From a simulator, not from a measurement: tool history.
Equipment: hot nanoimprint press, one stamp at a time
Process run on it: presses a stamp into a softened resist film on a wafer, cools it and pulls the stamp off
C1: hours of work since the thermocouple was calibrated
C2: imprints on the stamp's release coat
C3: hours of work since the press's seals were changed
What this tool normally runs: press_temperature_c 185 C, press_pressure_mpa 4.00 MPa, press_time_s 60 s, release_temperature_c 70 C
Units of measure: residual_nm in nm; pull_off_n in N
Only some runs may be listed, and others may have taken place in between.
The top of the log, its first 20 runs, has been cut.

{"run": 21, "hour": 326.8, "press_temperature_c": 181, "press_pressure_mpa": 4.0, "press_time_s": 60, "release_temperature_c": 70, "C1": 78, "C2": 1323, "C3": 586, "residual_nm": 299.4, "pull_off_n": 105}
{"run": 22, "hour": 339.2, "press_temperature_c": 180, "press_pressure_mpa": 3.9, "press_time_s": 108, "release_temperature_c": 58, "C1": 84, "C2": 1368, "C3": 593, "residual_nm": 259.0, "pull_off_n": 119}
{"run": 23, "hour": 358.5, "press_temperature_c": 184, "press_pressure_mpa": 4.0, "press_time_s": 60, "release_temperature_c": 70, "C1": 95, "C2": 1437, "C3": 603, "residual_nm": 272.3, "pull_off_n": 103}
{"run": 24, "hour": 368.1, "press_temperature_c": 184, "press_pressure_mpa": 4.0, "press_time_s": 39, "release_temperature_c": 70, "C1": 100, "C2": 1472, "C3": 608, "residual_nm": 313.0, "pull_off_n": 112}
{"run": 25, "hour": 390.1, "press_temperature_c": 178, "press_pressure_mpa": 4.0, "press_time_s": 39, "release_temperature_c": 70, "C1": 111, "C2": 1552, "C3": 620, "residual_nm": 367.6, "pull_off_n": 107}
{"run": 26, "hour": 410.6, "press_temperature_c": 178, "press_pressure_mpa": 4.0, "press_time_s": 39, "release_temperature_c": 70, "C1": 122, "C2": 1626, "C3": 631, "residual_nm": 365.0, "pull_off_n": 107}
{"run": 27, "hour": 425.9, "press_temperature_c": 178, "press_pressure_mpa": 4.0, "press_time_s": 39, "release_temperature_c": 70, "C1": 131, "C2": 1682, "C3": 639, "residual_nm": 368.2, "pull_off_n": 108}
{"run": 28, "hour": 439.6, "press_temperature_c": 178, "press_pressure_mpa": 4.0, "press_time_s": 39, "release_temperature_c": 70, "C1": 138, "C2": 1731, "C3": 646, "residual_nm": 370.5, "pull_off_n": 106}

The next listed run, before its measurement:
{"run": 29, "hour": 458.4, "press_temperature_c": 194, "press_pressure_mpa": 5.14, "press_time_s": 98, "release_temperature_c": 69, "C1": 148, "C2": 1800, "C3": 656, "residual_nm": "?", "pull_off_n": "?"}

residual_nm: 136.2 nm
pull_off_n: 112 N
Were there no unlogged condition in the tool, this run, its random variation unchanged, would have produced residual_nm 131.6 nm, pull_off_n 98 N.
